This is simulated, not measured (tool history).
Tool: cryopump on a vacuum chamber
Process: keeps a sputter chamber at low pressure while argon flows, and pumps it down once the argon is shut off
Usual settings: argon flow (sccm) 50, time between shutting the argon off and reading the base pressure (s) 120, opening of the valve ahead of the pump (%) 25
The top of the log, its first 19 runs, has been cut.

run    hour  argon flow (sccm)  time between shutting the argon off and reading the base pressure (s)  opening of the valve ahead of the pump (%)  hours of work since the pump was warmed up and emptied  hours of work since the cold head was overhauled  hours of work since the chamber's fittings were tightened  pressure while argon flows (Pa)  pressure after the wait (uPa)
      998.3  -- pump warmed up, emptied and cooled again
 20  1016.3                 26                                                                    120                                          33                                                       8                                              1203                                                       1203                           0.0657                           0.93
 21  1052.3                 26                                                                    120                                          20                                                      23                                              1218                                                       1218                           0.1081                           1.00
 22  1127.2                 26                                                                    120                                          20                                                      55                                              1250                                                       1250                           0.1068                           0.94
 23  1170.0                 26                                                                    120                                          20                                                      74                                              1268                                                       1268                           0.1087                           0.96
 24  1241.2                 21                                                                    120                                          19                                                     104                                              1299                                                       1299                           0.0923                           0.92
 25  1293.9                 21                                                                    120                                          19                                                     127                                              1321                                                       1321                           0.0925                           0.96
 26  1339.8                 39                                                                    120                                          38                                                     146                                              1341                                                       1341                           0.0889                           0.95
 27  1380.8                 50                                                                    120                                          35                                                     164                                              1359                                                       1359                           0.1213                           0.97
 28  1418.9                 91                                                                    127                                          36                                                     180                                              1375                                                       1375                           0.2160                           0.99
 29  1453.5                 64                                                                     20                                          20                                                     195                                              1390                                                       1390                           0.2684                           3.49
 30  1508.8                 82                                                                     30                                          20                                                     219                                              1413                                                       1413                           0.3458                           2.59
 31  1580.1                 82                                                                     30                                          20                                                     249                                              1444                                                       1444                           0.3486                           2.53
 32  1631.4                 77                                                                    133                                          52                                                     271                                              1466                                                       1466                           0.1319                           1.04
 33  1664.7                 50                                                                     75                                          17                                                     285                                              1480                                                       1480                           0.2493                           1.32

3 options for the next run, each taken on its own from the tool as it stands now. Forecast them:
  A  1715.5                 62                                                                    160                                          33                                                     307                                              1502                                                       1502                                ?                              ?
  B  1715.5                 50                                                                    120                                          34                                                     307                                              1502                                                       1502                                ?                              ?
  C  1715.5                 50                                                                    120                                          38                                                     307                                              1502                                                       1502                                ?                              ?

run  pressure while argon flows (Pa)  pressure after the wait (uPa)
  A                           0.1632                           0.94
  B                           0.1279                           1.07
  C                           0.1153                           1.09
With the hidden condition removed and each run's random variation left untouched, the same runs would have given:
run  pressure while argon flows (Pa)  pressure after the wait (uPa)
  A                           0.1553                           0.53
  B                           0.1215                           0.65
  C                           0.1090                           0.67
